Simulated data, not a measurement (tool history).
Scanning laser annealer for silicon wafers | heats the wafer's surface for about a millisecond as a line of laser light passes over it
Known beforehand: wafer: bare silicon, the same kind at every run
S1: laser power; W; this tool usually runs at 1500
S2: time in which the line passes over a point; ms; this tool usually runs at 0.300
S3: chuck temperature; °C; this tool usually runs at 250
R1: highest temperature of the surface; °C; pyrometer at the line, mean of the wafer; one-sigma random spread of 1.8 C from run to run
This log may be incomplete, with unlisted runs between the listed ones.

run	day	S1	S2	S3	R1
1	0.000	1500	0.300	250	1053
2	0.550	1500	0.300	250	1052
3	1.638	1500	0.300	250	1053
4	2.442	1456	0.300	250	1030
5	2.992	1624	0.300	250	1112
6	3.533	1624	0.300	230	1092
7	4.429	1500	0.300	250	1054
8	5.396	1500	0.226	250	950
9	6.425	1500	0.226	250	955
10	7.262	1293	0.222	216	824

Expected results for the next run?
11	8.188	1500	0.276	257	?

{"run 11": {"R1": 1029}}
Had the tool carried no hidden state, the very same run would have given R1 1030 °C.

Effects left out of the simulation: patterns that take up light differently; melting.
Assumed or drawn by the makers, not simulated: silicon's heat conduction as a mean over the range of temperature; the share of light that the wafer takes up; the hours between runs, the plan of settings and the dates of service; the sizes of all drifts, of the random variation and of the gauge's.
